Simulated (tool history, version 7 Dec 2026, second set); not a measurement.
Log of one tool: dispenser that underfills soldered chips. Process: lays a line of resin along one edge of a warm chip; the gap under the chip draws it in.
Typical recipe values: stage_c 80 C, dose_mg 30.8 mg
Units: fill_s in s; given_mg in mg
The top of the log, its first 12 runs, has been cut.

{"day": 5.983, "done": "new syringe of resin"}
{"run": 13, "day": 6.112, "stage_c": 80, "dose_mg": 31.6, "fill_s": 141.9, "given_mg": 30.43}
{"day": 6.471, "done": "dispensing valve cleaned and set on the balance"}
{"run": 14, "day": 6.471, "stage_c": 72, "dose_mg": 30.8, "fill_s": 293.9, "given_mg": 30.73}
{"day": 6.558, "done": "new syringe of resin"}
{"run": 15, "day": 6.754, "stage_c": 86, "dose_mg": 30.8, "fill_s": 118.6, "given_mg": 30.64}
{"day": 7.1, "done": "new syringe of resin"}
{"run": 16, "day": 7.321, "stage_c": 80, "dose_mg": 30.8, "fill_s": 152.3, "given_mg": 30.51}
{"day": 7.662, "done": "new syringe of resin"}
{"run": 17, "day": 7.842, "stage_c": 80, "dose_mg": 30.8, "fill_s": 149.2, "given_mg": 30.11}
{"day": 8.208, "done": "new syringe of resin"}
{"run": 18, "day": 8.317, "stage_c": 80, "dose_mg": 30.8, "fill_s": 133.1, "given_mg": 30.29}
{"day": 8.733, "done": "new syringe of resin"}
{"run": 19, "day": 8.775, "stage_c": 78, "dose_mg": 33.5, "fill_s": 136.1, "given_mg": 32.67}
{"run": 20, "day": 9.121, "stage_c": 78, "dose_mg": 34.7, "fill_s": 204.1, "given_mg": 33.68}
{"day": 9.262, "done": "new syringe of resin"}
{"run": 21, "day": 9.667, "stage_c": 78, "dose_mg": 34.7, "fill_s": 209.1, "given_mg": 33.57}
{"day": 9.796, "done": "new syringe of resin"}
{"run": 22, "day": 10.104, "stage_c": 90, "dose_mg": 35.3, "fill_s": 112.5, "given_mg": 34.02}
{"day": 10.338, "done": "new syringe of resin"}
{"day": 10.512, "done": "dispensing valve cleaned and set on the balance"}
{"run": 23, "day": 10.579, "stage_c": 85, "dose_mg": 33.4, "fill_s": 119.5, "given_mg": 33.31}
{"day": 10.904, "done": "new syringe of resin"}
{"run": 24, "day": 11.008, "stage_c": 70, "dose_mg": 34.7, "fill_s": 199.5, "given_mg": 34.47}
{"day": 11.475, "done": "new syringe of resin"}
{"run": 25, "day": 11.612, "stage_c": 67, "dose_mg": 34.7, "fill_s": 249.3, "given_mg": 34.22}
{"day": 12.042, "done": "new syringe of resin"}
{"day": 12.138, "done": "stage's temperature calibrated"}
{"run": 26, "day": 12.296, "stage_c": 67, "dose_mg": 34.7, "fill_s": 295.1, "given_mg": 33.94}
{"day": 12.638, "done": "new syringe of resin"}
{"run": 27, "day": 12.667, "stage_c": 67, "dose_mg": 34.7, "fill_s": 235.9, "given_mg": 34.04}
{"run": 28, "day": 13.121, "stage_c": 67, "dose_mg": 34.7, "fill_s": 399.2, "given_mg": 33.71}
{"day": 13.188, "done": "new syringe of resin"}
{"run": 29, "day": 13.675, "stage_c": 67, "dose_mg": 34.7, "fill_s": 412.8, "given_mg": 33.44}
{"day": 13.742, "done": "new syringe of resin"}
{"run": 30, "day": 14.133, "stage_c": 88, "dose_mg": 27.5, "fill_s": 149.5, "given_mg": 26.59}
{"day": 14.262, "done": "new syringe of resin"}
{"run": 31, "day": 14.429, "stage_c": 80, "dose_mg": 33.3, "fill_s": 159.6, "given_mg": 31.92}
{"day": 14.579, "done": "dispensing valve cleaned and set on the balance"}
{"day": 14.838, "done": "new syringe of resin"}
{"run": 32, "day": 14.958, "stage_c": 69, "dose_mg": 29.0, "fill_s": 239.4, "given_mg": 28.8}
{"day": 15.4, "done": "new syringe of resin"}
{"run": 33, "day": 15.462, "stage_c": 69, "dose_mg": 29.0, "fill_s": 218.7, "given_mg": 28.98}
{"run": 34, "day": 15.762, "stage_c": 69, "dose_mg": 29.0, "fill_s": 319.1, "given_mg": 28.87}
{"day": 15.958, "done": "new syringe of resin"}
{"run": 35, "day": 16.279, "stage_c": 83, "dose_mg": 31.8, "fill_s": 164.5, "given_mg": 31.24}

Predict each of these 3 candidate next runs independently; none follows another, all start after run 35:
{"day": 16.496, "done": "new syringe of resin"}
{"run": "A", "day": 16.925, "stage_c": 92, "dose_mg": 30.8, "fill_s": "?", "given_mg": "?"}
{"day": 16.496, "done": "new syringe of resin"}
{"run": "B", "day": 16.925, "stage_c": 68, "dose_mg": 31.8, "fill_s": "?", "given_mg": "?"}
{"day": 16.496, "done": "new syringe of resin"}
{"run": "C", "day": 16.925, "stage_c": 71, "dose_mg": 30.2, "fill_s": "?", "given_mg": "?"}

run=A fill_s=127.4 given_mg=30.05
run=B fill_s=356.7 given_mg=30.88
run=C fill_s=320.0 given_mg=29.43
Take away the tool's hidden state, keep each run's random variation, and the runs would have read:
run=A fill_s=77.6 given_mg=30.73
run=B fill_s=218.0 given_mg=31.58
run=C fill_s=195.3 given_mg=30.11
